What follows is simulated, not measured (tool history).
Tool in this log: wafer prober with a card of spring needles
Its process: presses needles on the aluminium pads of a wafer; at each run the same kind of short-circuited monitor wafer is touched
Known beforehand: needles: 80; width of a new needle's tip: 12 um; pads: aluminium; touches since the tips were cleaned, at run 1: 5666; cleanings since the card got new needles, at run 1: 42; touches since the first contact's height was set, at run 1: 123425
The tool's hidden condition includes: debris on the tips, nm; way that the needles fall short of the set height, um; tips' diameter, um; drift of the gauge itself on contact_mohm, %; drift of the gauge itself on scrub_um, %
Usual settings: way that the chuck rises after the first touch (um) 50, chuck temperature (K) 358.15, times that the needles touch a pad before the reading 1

run,hour,way that the chuck rises after the first touch (um),chuck temperature (K),times that the needles touch a pad before the reading,touches since the tips were cleaned,cleanings since the card got new needles,touches since the first contact's height was set,resistance of one needle with its contact and lead (mohm),way that a needle slides on the pad (um)
1,0,50,358.15,1,5666,42,123425,214,7.21
# hour 3.4: tips cleaned on abrasive film
2,10,50,377.15,1,3688,43,128916,215,7.23
# hour 16.8: tips cleaned on abrasive film
3,21.4,50,377.15,1,2569,44,135170,219,7.22
# hour 30.2: tips cleaned on abrasive film
4,31.3,35,377.15,1,640,45,140615,222,5.06
# hour 43.2: tips cleaned on abrasive film
5,45.8,35,332.15,1,1489,46,148590,213,5.06
6,54,35,332.15,1,6023,46,153124,213,5.07
# hour 57.1: tips cleaned on abrasive film
7,63,50,304.15,1,3267,47,158012,205,7.22
# hour 70: tips cleaned on abrasive film
8,76.7,50,304.15,1,3664,48,165546,202,7.23
# hour 83.9: tips cleaned on abrasive film
9,91.1,50,304.15,1,3995,49,173502,204,7.23
# hour 97.6: tips cleaned on abrasive film
10,105.2,50,304.15,1,4216,50,181267,200,7.22
# hour 110.9: tips cleaned on abrasive film
11,120.8,50,304.15,1,5448,51,189801,203,7.23
# hour 124.2: tips cleaned on abrasive film
12,136.2,50,304.15,1,6689,52,198321,201,7.23
# hour 137.2: tips cleaned on abrasive film
13,144.4,50,304.15,1,4002,53,202794,202,7.23
# hour 150.2: tips cleaned on abrasive film
14,162.2,50,304.15,1,6662,54,212585,204,7.21
# hour 163.4: tips cleaned on abrasive film
# hour 176.8: tips cleaned on abrasive film
15,178.6,50,358.15,1,990,56,221535,213,7.22
# hour 185.7: height of the first contact set anew
16,187.2,50,358.15,1,5611,56,841,212,7.23
# hour 190: tips cleaned on abrasive film
17,199.8,50,358.15,1,5433,57,7780,216,7.21
# hour 203.2: tips cleaned on abrasive film
18,213.9,41,301.15,2,5929,58,15509,204,5.94
# hour 216.1: tips cleaned on abrasive film
19,228,41,301.15,2,6596,59,23291,206,5.93
# hour 229: tips cleaned on abrasive film
20,239.1,58,308.15,3,5624,60,29374,199,8.37
# hour 242.8: tips cleaned on abrasive film
21,247.3,50,356.15,1,2520,61,33861,210,7.23
# hour 256.9: tips cleaned on abrasive film
22,263.8,56,337.15,3,3831,62,42920,208,8.08
# hour 270: tips cleaned on abrasive film
23,272.3,56,308.15,2,1239,63,47560,201,8.1
24,282.7,46,301.15,1,7029,63,53350,205,6.65
# hour 283.7: tips cleaned on abrasive film
25,296,46,301.15,1,6767,64,60626,201,6.65
# hour 297.4: tips cleaned on abrasive film
26,310.1,53,303.15,2,6996,65,68380,203,7.65
# hour 311.4: tips cleaned on abrasive film
27,322.3,33,328.15,1,6009,66,75083,214,4.76
# hour 324.4: tips cleaned on abrasive film
28,330.7,50,383.15,1,3456,67,79696,218,7.23
# hour 337.7: tips cleaned on abrasive film
29,339.5,50,383.15,1,1017,68,84546,219,7.22

The next listed run, before its measurement:
30,347.6,50,299.15,1,5471,68,89000,?,?

Logged for run 30: resistance of one needle with its contact and lead (mohm) 202, way that a needle slides on the pad (um) 7.24.
If the tool had no hidden condition, the same run with the same run-to-run variation would have returned resistance of one needle with its contact and lead (mohm) 201, way that a needle slides on the pad (um) 7.24.

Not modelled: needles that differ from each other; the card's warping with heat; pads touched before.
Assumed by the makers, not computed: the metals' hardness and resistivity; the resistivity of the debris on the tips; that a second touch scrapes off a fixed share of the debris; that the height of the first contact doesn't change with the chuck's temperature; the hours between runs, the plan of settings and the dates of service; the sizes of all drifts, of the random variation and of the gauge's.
